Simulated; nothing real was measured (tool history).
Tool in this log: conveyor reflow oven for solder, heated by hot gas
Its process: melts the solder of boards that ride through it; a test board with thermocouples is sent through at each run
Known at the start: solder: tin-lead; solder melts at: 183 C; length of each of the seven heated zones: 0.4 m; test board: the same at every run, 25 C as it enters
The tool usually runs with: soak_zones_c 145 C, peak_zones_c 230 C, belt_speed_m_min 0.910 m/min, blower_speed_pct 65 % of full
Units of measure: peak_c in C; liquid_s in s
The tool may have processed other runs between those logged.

| run | hour | soak_zones_c | peak_zones_c | belt_speed_m_min | blower_speed_pct | peak_c | liquid_s |
|---|---|---|---|---|---|---|---|
| 1 | 0.0 | 145 | 230 | 0.910 | 65 | 214.1 | 39.6 |
| 2 | 13.1 | 140 | 230 | 0.910 | 65 | 213.2 | 37.7 |
| 3 | 22.3 | 137 | 230 | 0.910 | 65 | 212.5 | 36.5 |
| 4 | 30.0 | 145 | 230 | 0.910 | 56 | 211.8 | 37.5 |
| 5 | 38.7 | 145 | 237 | 0.910 | 65 | 220.2 | 42.6 |
| 6 | 46.5 | 155 | 237 | 0.910 | 65 | 221.9 | 46.3 |
| 7 | 56.5 | 145 | 230 | 0.910 | 65 | 214.0 | 39.4 |
| 8 | 65.6 | 145 | 230 | 0.910 | 65 | 214.0 | 39.5 |
| 9 | 75.7 | 145 | 230 | 0.910 | 65 | 214.2 | 39.6 |
| 10 | 88.4 | 145 | 230 | 1.007 | 65 | 210.8 | 33.6 |
| 11 | 97.1 | 145 | 230 | 1.007 | 65 | 211.1 | 33.4 |
| 12 | 103.3 | 145 | 230 | 0.910 | 65 | 214.4 | 39.5 |
|  | 108.3 | belt drive overhauled, speed set with a stopwatch |
| 13 | 115.5 | 145 | 230 | 0.910 | 65 | 214.2 | 39.6 |
| 14 | 121.6 | 145 | 230 | 0.763 | 65 | 218.5 | 50.9 |
| 15 | 132.9 | 145 | 230 | 0.910 | 65 | 214.2 | 39.4 |
| 16 | 146.6 | 131 | 223 | 0.910 | 64 | 205.0 | 30.0 |
|  | 152.3 | belt drive overhauled, speed set with a stopwatch, once more |
| 17 | 158.1 | 131 | 223 | 0.910 | 64 | 204.8 | 29.5 |
| 18 | 166.8 | 131 | 223 | 0.910 | 64 | 204.8 | 29.6 |
| 19 | 174.9 | 145 | 238 | 0.910 | 57 | 218.0 | 41.1 |
| 20 | 185.8 | 131 | 218 | 0.954 | 65 | 199.3 | 23.6 |
| 21 | 191.7 | 145 | 230 | 0.851 | 56 | 213.4 | 41.6 |
| 22 | 202.2 | 157 | 226 | 0.962 | 67 | 211.6 | 39.5 |
| 23 | 208.0 | 145 | 221 | 0.908 | 66 | 206.3 | 34.6 |
| 24 | 218.9 | 145 | 225 | 0.845 | 57 | 209.5 | 39.3 |
| 25 | 230.2 | 145 | 234 | 0.984 | 71 | 215.9 | 37.1 |
| 26 | 236.9 | 145 | 234 | 0.984 | 71 | 216.1 | 37.2 |
| 27 | 247.6 | 145 | 234 | 0.984 | 71 | 215.9 | 37.2 |
| 28 | 260.9 | 145 | 225 | 0.750 | 53 | 212.0 | 46.4 |
| 29 | 266.7 | 141 | 226 | 1.087 | 53 | 199.3 | 20.8 |
|  | 275.9 | flux residue cleaned out of gas plates and filters |
| 30 | 283.6 | 141 | 226 | 1.087 | 53 | 201.2 | 22.7 |

Consider 5 possible next runs. They are alternatives, not a sequence: every one starts from the tool as it was left by run 30. What does each give?
| A | 295.9 | 145 | 230 | 0.910 | 79 | ? | ? |
| B | 295.9 | 153 | 226 | 0.777 | 56 | ? | ? |
| C | 295.9 | 145 | 230 | 1.067 | 65 | ? | ? |
| D | 295.9 | 155 | 226 | 1.026 | 53 | ? | ? |
| E | 295.9 | 146 | 230 | 0.910 | 65 | ? | ? |

| run | peak_c | liquid_s |
|---|---|---|
| A | 218.5 | 42.3 |
| B | 214.9 | 50.3 |
| C | 210.0 | 31.1 |
| D | 206.8 | 32.5 |
| E | 215.6 | 40.6 |
Had the tool no hidden state, the same runs would have come out as:
| run | peak_c | liquid_s |
|---|---|---|
| A | 218.4 | 42.3 |
| B | 214.7 | 50.3 |
| C | 209.9 | 31.1 |
| D | 206.8 | 32.5 |
| E | 215.5 | 40.6 |

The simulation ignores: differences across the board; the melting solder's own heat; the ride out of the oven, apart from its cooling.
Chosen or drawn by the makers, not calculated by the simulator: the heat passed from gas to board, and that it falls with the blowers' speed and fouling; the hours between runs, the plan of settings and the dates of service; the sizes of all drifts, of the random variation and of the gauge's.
